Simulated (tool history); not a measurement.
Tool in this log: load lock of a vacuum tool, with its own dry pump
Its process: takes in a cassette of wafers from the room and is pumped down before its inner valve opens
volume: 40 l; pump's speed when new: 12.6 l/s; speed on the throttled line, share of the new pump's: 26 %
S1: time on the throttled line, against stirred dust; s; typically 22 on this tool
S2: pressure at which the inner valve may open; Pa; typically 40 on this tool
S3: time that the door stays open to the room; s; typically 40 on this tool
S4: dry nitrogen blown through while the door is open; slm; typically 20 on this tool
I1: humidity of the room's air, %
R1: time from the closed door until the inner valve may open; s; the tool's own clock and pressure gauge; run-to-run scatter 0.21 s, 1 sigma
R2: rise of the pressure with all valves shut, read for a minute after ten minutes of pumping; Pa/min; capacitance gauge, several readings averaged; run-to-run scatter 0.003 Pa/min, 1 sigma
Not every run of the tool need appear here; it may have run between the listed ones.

| run | day | S1 | S2 | S3 | S4 | I1 | R1 | R2 |
|---|---|---|---|---|---|---|---|---|
| 1 | 0.000 | 22 | 40 | 40 | 20 | 44.5 | 42.4 | 0.090 |
| 2 | 8.671 | 22 | 40 | 40 | 20 | 45.4 | 43.2 | 0.092 |
| 3 | 16.658 | 22 | 40 | 40 | 20 | 42.6 | 42.9 | 0.095 |
| 4 | 22.725 | 22 | 40 | 40 | 11 | 42.7 | 42.5 | 0.104 |
| 5 | 26.638 | 22 | 40 | 40 | 11 | 44.2 | 42.8 | 0.105 |
| 6 | 30.725 | 22 | 40 | 40 | 11 | 45.3 | 43.3 | 0.110 |
| 7 | 37.571 | 22 | 40 | 40 | 11 | 44.8 | 42.7 | 0.108 |
| 8 | 42.054 | 22 | 40 | 40 | 20 | 40.6 | 42.9 | 0.094 |
| 9 | 48.171 | 22 | 40 | 40 | 20 | 47.5 | 42.7 | 0.104 |
| 10 | 52.646 | 22 | 40 | 40 | 20 | 41.1 | 43.3 | 0.105 |
| 11 | 58.346 | 22 | 40 | 40 | 5 | 46.0 | 43.0 | 0.129 |
| 12 | 65.858 | 22 | 40 | 40 | 5 | 43.9 | 42.9 | 0.129 |
| 13 | 75.038 | 14 | 36 | 60 | 12 | 47.2 | 37.8 | 0.139 |
| 14 | 84.717 | 14 | 36 | 60 | 12 | 44.2 | 37.7 | 0.137 |
| 15 | 90.071 | 15 | 40 | 40 | 20 | 46.7 | 38.1 | 0.122 |
| 16 | 98.083 | 22 | 34 | 40 | 7 | 46.3 | 43.1 | 0.144 |
| 17 | 102.708 | 22 | 34 | 40 | 7 | 45.0 | 44.1 | 0.141 |
| 18 | 111.708 | 22 | 34 | 40 | 7 | 45.4 | 43.4 | 0.146 |
| 19 | 117.246 | 22 | 34 | 40 | 7 | 45.3 | 43.6 | 0.145 |
| 20 | 124.946 | 12 | 49 | 40 | 14 | 48.4 | 35.3 | 0.136 |
| 21 | 130.942 | 12 | 61 | 39 | 14 | 45.6 | 34.8 | 0.146 |
| 22 | 139.717 | 22 | 46 | 187 | 36 | 45.7 | 43.3 | 0.171 |
| 23 | 148.958 | 18 | 28 | 73 | 16 | 47.4 | 42.0 | 0.167 |
| 24 | 155.042 | 18 | 28 | 73 | 16 | 43.9 | 41.7 | 0.167 |

3 ways to go on from here, each from the tool as it stands after run 24. What would each give?
| A | 163.208 | 39 | 28 | 37 | 41 | 44.4 | ? | ? |
| B | 163.208 | 18 | 69 | 53 | 16 | 46.2 | ? | ? |
| C | 163.208 | 22 | 67 | 64 | 20 | 45.3 | ? | ? |

| run | R1 | R2 |
|---|---|---|
| A | 56.2 | 0.141 |
| B | 38.7 | 0.162 |
| C | 41.7 | 0.167 |
The same runs, with their run-to-run variation unchanged, on a tool lacking any hidden condition would have given:
| run | R1 | R2 |
|---|---|---|
| A | 54.4 | 0.028 |
| B | 36.6 | 0.049 |
| C | 39.7 | 0.055 |

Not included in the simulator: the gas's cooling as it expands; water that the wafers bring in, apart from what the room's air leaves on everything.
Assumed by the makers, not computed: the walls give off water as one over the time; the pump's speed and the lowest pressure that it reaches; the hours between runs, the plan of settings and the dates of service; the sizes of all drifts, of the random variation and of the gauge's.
